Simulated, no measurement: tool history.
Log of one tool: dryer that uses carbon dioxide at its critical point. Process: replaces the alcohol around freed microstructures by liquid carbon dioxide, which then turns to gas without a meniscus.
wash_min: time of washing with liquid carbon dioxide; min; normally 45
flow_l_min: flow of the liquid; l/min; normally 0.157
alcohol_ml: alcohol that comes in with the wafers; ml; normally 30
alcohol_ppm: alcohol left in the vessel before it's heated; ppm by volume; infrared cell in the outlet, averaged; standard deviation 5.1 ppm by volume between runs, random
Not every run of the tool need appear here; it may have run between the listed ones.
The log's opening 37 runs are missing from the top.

{"run": 38, "hour": 838.5, "wash_min": 66, "flow_l_min": 0.195, "alcohol_ml": 35, "alcohol_ppm": 155}
{"run": 39, "hour": 859.7, "wash_min": 66, "flow_l_min": 0.195, "alcohol_ml": 35, "alcohol_ppm": 159}
{"run": 40, "hour": 888.1, "wash_min": 66, "flow_l_min": 0.195, "alcohol_ml": 35, "alcohol_ppm": 165}
{"run": 41, "hour": 913.5, "wash_min": 45, "flow_l_min": 0.2, "alcohol_ml": 46, "alcohol_ppm": 189}
{"run": 42, "hour": 942.1, "wash_min": 45, "flow_l_min": 0.11, "alcohol_ml": 30, "alcohol_ppm": 576}
{"run": 43, "hour": 959.2, "wash_min": 45, "flow_l_min": 0.249, "alcohol_ml": 20, "alcohol_ppm": 173}
{"run": 44, "hour": 979.5, "wash_min": 29, "flow_l_min": 0.195, "alcohol_ml": 55, "alcohol_ppm": 596}
{"hour": 985.1, "done": "inlet filter changed"}
{"run": 45, "hour": 1006.1, "wash_min": 30, "flow_l_min": 0.11, "alcohol_ml": 39, "alcohol_ppm": 2078}
{"run": 46, "hour": 1030.5, "wash_min": 30, "flow_l_min": 0.11, "alcohol_ml": 39, "alcohol_ppm": 2060}
{"run": 47, "hour": 1052.6, "wash_min": 43, "flow_l_min": 0.157, "alcohol_ml": 30, "alcohol_ppm": 240}
{"run": 48, "hour": 1072.8, "wash_min": 45, "flow_l_min": 0.18, "alcohol_ml": 30, "alcohol_ppm": 207}

Here are 3 independent what-if runs from the current tool condition. What would each one return?
{"run": "A", "hour": 1104.8, "wash_min": 57, "flow_l_min": 0.094, "alcohol_ml": 30, "alcohol_ppm": "?"}
{"run": "B", "hour": 1104.8, "wash_min": 27, "flow_l_min": 0.18, "alcohol_ml": 30, "alcohol_ppm": "?"}
{"run": "C", "hour": 1104.8, "wash_min": 32, "flow_l_min": 0.18, "alcohol_ml": 30, "alcohol_ppm": "?"}

run=A alcohol_ppm=411
run=B alcohol_ppm=556
run=C alcohol_ppm=359
What these runs would have given with no unlogged condition in the tool:
run=A alcohol_ppm=213
run=B alcohol_ppm=354
run=C alcohol_ppm=164

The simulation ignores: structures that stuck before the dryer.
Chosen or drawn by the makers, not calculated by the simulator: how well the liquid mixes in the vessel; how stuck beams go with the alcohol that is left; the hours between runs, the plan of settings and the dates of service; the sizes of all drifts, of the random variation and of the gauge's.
